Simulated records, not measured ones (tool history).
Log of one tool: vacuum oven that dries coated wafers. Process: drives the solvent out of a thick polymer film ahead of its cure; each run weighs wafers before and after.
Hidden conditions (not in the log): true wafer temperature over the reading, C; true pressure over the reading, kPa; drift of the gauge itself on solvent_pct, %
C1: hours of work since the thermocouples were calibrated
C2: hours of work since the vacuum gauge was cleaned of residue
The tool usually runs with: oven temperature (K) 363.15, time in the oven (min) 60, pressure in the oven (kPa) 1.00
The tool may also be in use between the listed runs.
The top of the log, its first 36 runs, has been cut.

run 37 day=25.062 | oven_temperature_(K)=363.15 time_in_the_oven_(min)=62 pressure_in_the_oven_(kPa)=3.22 | C1=549 C2=911 | solvent_left_in_the_film_(%)=5.63
run 38 day=25.879 | oven_temperature_(K)=363.15 time_in_the_oven_(min)=48 pressure_in_the_oven_(kPa)=1.00 | C1=565 C2=927 | solvent_left_in_the_film_(%)=4.90
run 39 day=26.662 | oven_temperature_(K)=352.15 time_in_the_oven_(min)=61 pressure_in_the_oven_(kPa)=3.83 | C1=580 C2=942 | solvent_left_in_the_film_(%)=11.55
run 40 day=27.412 | oven_temperature_(K)=364.15 time_in_the_oven_(min)=34 pressure_in_the_oven_(kPa)=1.05 | C1=594 C2=956 | solvent_left_in_the_film_(%)=6.63
run 41 day=27.954 | oven_temperature_(K)=375.15 time_in_the_oven_(min)=50 pressure_in_the_oven_(kPa)=3.76 | C1=605 C2=967 | solvent_left_in_the_film_(%)=3.22
run 42 day=28.492 | oven_temperature_(K)=374.15 time_in_the_oven_(min)=60 pressure_in_the_oven_(kPa)=1.42 | C1=615 C2=977 | solvent_left_in_the_film_(%)=1.44
run 43 day=29.383 | oven_temperature_(K)=374.15 time_in_the_oven_(min)=41 pressure_in_the_oven_(kPa)=1.42 | C1=632 C2=994 | solvent_left_in_the_film_(%)=2.35
run 44 day=30.225 | oven_temperature_(K)=363.15 time_in_the_oven_(min)=99 pressure_in_the_oven_(kPa)=1.57 | C1=648 C2=1010 | solvent_left_in_the_film_(%)=2.69
run 45 day=30.754 | oven_temperature_(K)=363.15 time_in_the_oven_(min)=90 pressure_in_the_oven_(kPa)=0.61 | C1=658 C2=1020 | solvent_left_in_the_film_(%)=1.81
run 46 day=31.246 | oven_temperature_(K)=363.15 time_in_the_oven_(min)=90 pressure_in_the_oven_(kPa)=0.61 | C1=668 C2=1030 | solvent_left_in_the_film_(%)=1.78
run 47 day=32.162 | oven_temperature_(K)=363.15 time_in_the_oven_(min)=90 pressure_in_the_oven_(kPa)=0.61 | C1=685 C2=1047 | solvent_left_in_the_film_(%)=1.76

Consider 4 possible next runs. They are alternatives, not a sequence: every one starts from the tool as it was left by run 47. What does each give?
run A day=32.579 | oven_temperature_(K)=357.15 time_in_the_oven_(min)=99 pressure_in_the_oven_(kPa)=1.00 | C1=693 C2=1055 | solvent_left_in_the_film_(%)=?
run B day=32.579 | oven_temperature_(K)=369.15 time_in_the_oven_(min)=60 pressure_in_the_oven_(kPa)=1.16 | C1=693 C2=1055 | solvent_left_in_the_film_(%)=?
run C day=32.579 | oven_temperature_(K)=354.15 time_in_the_oven_(min)=44 pressure_in_the_oven_(kPa)=1.00 | C1=693 C2=1055 | solvent_left_in_the_film_(%)=?
run D day=32.579 | oven_temperature_(K)=349.15 time_in_the_oven_(min)=90 pressure_in_the_oven_(kPa)=1.61 | C1=693 C2=1055 | solvent_left_in_the_film_(%)=?

run=A solvent_left_in_the_film_(%)=3.53
run=B solvent_left_in_the_film_(%)=2.14
run=C solvent_left_in_the_film_(%)=9.51
run=D solvent_left_in_the_film_(%)=8.32
With the hidden condition removed and each run's random variation left untouched, the same runs would have given:
run=A solvent_left_in_the_film_(%)=2.75
run=B solvent_left_in_the_film_(%)=1.63
run=C solvent_left_in_the_film_(%)=8.54
run=D solvent_left_in_the_film_(%)=7.21

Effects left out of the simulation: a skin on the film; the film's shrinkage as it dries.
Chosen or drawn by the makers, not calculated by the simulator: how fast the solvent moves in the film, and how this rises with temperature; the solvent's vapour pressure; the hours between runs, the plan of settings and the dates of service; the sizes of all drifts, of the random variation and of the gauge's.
